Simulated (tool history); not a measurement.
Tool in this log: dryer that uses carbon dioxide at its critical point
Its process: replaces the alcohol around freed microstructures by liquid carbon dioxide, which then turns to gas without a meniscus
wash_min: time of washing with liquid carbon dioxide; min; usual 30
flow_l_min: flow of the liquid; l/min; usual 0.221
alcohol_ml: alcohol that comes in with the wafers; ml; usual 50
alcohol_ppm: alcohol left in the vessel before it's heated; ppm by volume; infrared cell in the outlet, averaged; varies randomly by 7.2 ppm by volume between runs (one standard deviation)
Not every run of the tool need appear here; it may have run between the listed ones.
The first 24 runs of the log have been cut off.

| run | day | wash_min | flow_l_min | alcohol_ml | hours of work since the filter was changed | hours of work since the purifier's bed was changed | alcohol_ppm |
|---|---|---|---|---|---|---|---|
| 25 | 25.329 | 32 | 0.221 | 50 | 315 | 895 | 604 |
| 26 | 26.146 | 43 | 0.143 | 59 | 329 | 908 | 1198 |
| 27 | 26.821 | 44 | 0.162 | 43 | 339 | 919 | 608 |
| 28 | 28.046 | 32 | 0.358 | 66 | 359 | 939 | 304 |
| 29 | 29.229 | 30 | 0.368 | 66 | 378 | 958 | 311 |
|  | 29.583 | purifier's bed changed |
| 30 | 30.604 | 30 | 0.292 | 24 | 398 | 16 | 60 |
| 31 | 31.171 | 21 | 0.298 | 25 | 408 | 26 | 324 |
| 32 | 32.150 | 31 | 0.298 | 67 | 423 | 41 | 109 |
| 33 | 32.954 | 36 | 0.221 | 106 | 436 | 54 | 474 |
| 34 | 33.512 | 36 | 0.221 | 106 | 445 | 63 | 503 |
| 35 | 34.204 | 21 | 0.221 | 45 | 457 | 75 | 1910 |
| 36 | 34.754 | 34 | 0.230 | 35 | 465 | 83 | 202 |
| 37 | 35.962 | 44 | 0.221 | 21 | 485 | 103 | 57 |
| 38 | 36.862 | 30 | 0.165 | 38 | 500 | 118 | 1516 |
|  | 37.125 | inlet filter changed |
| 39 | 37.696 | 30 | 0.165 | 38 | 9 | 130 | 1092 |
| 40 | 39.046 | 30 | 0.165 | 38 | 31 | 152 | 1087 |
| 41 | 40.038 | 30 | 0.165 | 37 | 47 | 168 | 1060 |
| 42 | 41.100 | 36 | 0.147 | 117 | 64 | 185 | 2800 |
| 43 | 42.454 | 27 | 0.139 | 73 | 86 | 207 | 5018 |
| 44 | 43.646 | 38 | 0.310 | 21 | 105 | 226 | 77 |
| 45 | 44.500 | 35 | 0.221 | 41 | 119 | 240 | 217 |
| 46 | 45.342 | 35 | 0.221 | 41 | 133 | 254 | 224 |
| 47 | 46.338 | 31 | 0.221 | 99 | 149 | 270 | 752 |
| 48 | 47.454 | 44 | 0.221 | 50 | 167 | 288 | 137 |

Predict each of these 3 candidate next runs independently; none follows another, all start after run 48:
| A | 48.504 | 37 | 0.183 | 65 | 184 | 305 | ? |
| B | 48.504 | 38 | 0.209 | 50 | 184 | 305 | ? |
| C | 48.504 | 45 | 0.143 | 50 | 184 | 305 | ? |

| run | alcohol_ppm |
|---|---|
| A | 630 |
| B | 264 |
| C | 654 |
With no hidden state in the tool, these same runs would have given:
| run | alcohol_ppm |
|---|---|
| A | 445 |
| B | 140 |
| C | 472 |
